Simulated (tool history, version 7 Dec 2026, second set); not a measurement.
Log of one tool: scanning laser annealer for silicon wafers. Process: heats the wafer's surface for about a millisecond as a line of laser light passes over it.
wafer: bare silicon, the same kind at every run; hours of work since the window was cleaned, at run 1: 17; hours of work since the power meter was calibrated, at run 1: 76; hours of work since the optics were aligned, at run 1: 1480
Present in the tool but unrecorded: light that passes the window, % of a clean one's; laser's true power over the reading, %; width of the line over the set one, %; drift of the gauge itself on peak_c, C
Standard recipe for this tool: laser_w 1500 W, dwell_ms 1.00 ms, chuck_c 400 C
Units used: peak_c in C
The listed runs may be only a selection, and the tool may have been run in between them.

run   hour  laser_w  dwell_ms  chuck_c  hours of work since the window was cleaned  hours of work since the power meter was calibrated  hours of work since the optics were aligned  peak_c
  1    0.0     1500      1.00      400                                          17                                                  76                                         1480    1099
  2    9.0     1500      1.13      400                                          22                                                  82                                         1485    1143
  3   16.8     1500      1.00      400                                          27                                                  86                                         1490    1100
  4   22.1     1500      0.95      400                                          30                                                  90                                         1493    1080
  5   30.3     1500      0.95      400                                          35                                                  94                                         1498    1082
  6   34.9     1500      0.95      400                                          38                                                  97                                         1501    1082
  7   44.8     1500      0.95      400                                          44                                                 103                                         1507    1078
  8   54.4     1500      0.95      400                                          49                                                 109                                         1513    1083
  9   59.9     1500      0.95      400                                          53                                                 112                                         1516    1076
 10   70.4     1500      0.95      400                                          59                                                 119                                         1522    1079
 11   79.1     1500      0.95      400                                          64                                                 124                                         1528    1076
 12   90.3     1500      0.95      400                                          71                                                 131                                         1534    1078
 13   97.6     1500      1.00      378                                          76                                                 135                                         1539    1077
 14  103.1     1500      0.90      400                                          79                                                 139                                         1542    1055
 15  108.7     1500      0.90      400                                          82                                                 142                                         1546    1058
 16  119.2     1500      0.90      400                                          89                                                 148                                         1552    1056
     133.6  -- optics aligned, line set to its width
 17  134.1     1554      1.00      418                                          95                                                 154                                            0    1157
 18  140.8     1489      1.15      391                                          99                                                 158                                            4    1148
 19  147.3     1489      1.15      391                                         103                                                 162                                            8    1144
 20  152.2     1277      1.15      374                                         106                                                 165                                           11    1018
 21  162.2     1389      0.81      400                                         112                                                 171                                           17     983
 22  167.8     1466      0.71      390                                         115                                                 175                                           21     969
 23  178.8     1426      0.95      404                                         122                                                 181                                           27    1059
 24  187.1     1426      1.19      404                                         127                                                 186                                           32    1135
 25  194.2     1482      0.75      400                                         131                                                 191                                           37     997
 26  204.9     1482      0.75      400                                         137                                                 197                                           43    1001
 27  211.5     1569      1.12      400                                         141                                                 201                                           47    1186
 28  218.6     1403      0.78      361                                         146                                                 205                                           51     937
 29  226.5     1646      0.90      400                                         150                                                 210                                           56    1135
 30  234.6     1289      0.90      400                                         155                                                 215                                           61     970

Hidden state at the last listed run before each entry between runs and at the first one after, where it differs:
After run 16, before run 17: optics aligned, line set to its width (hour 133.6)
  light that passes the window, % of a clean one's: 98.92 -> 98.85; width of the line over the set one, %: 4.77 -> 0.17
  measured value less the no-hidden-state value, peak_c: -25 -> -10 C
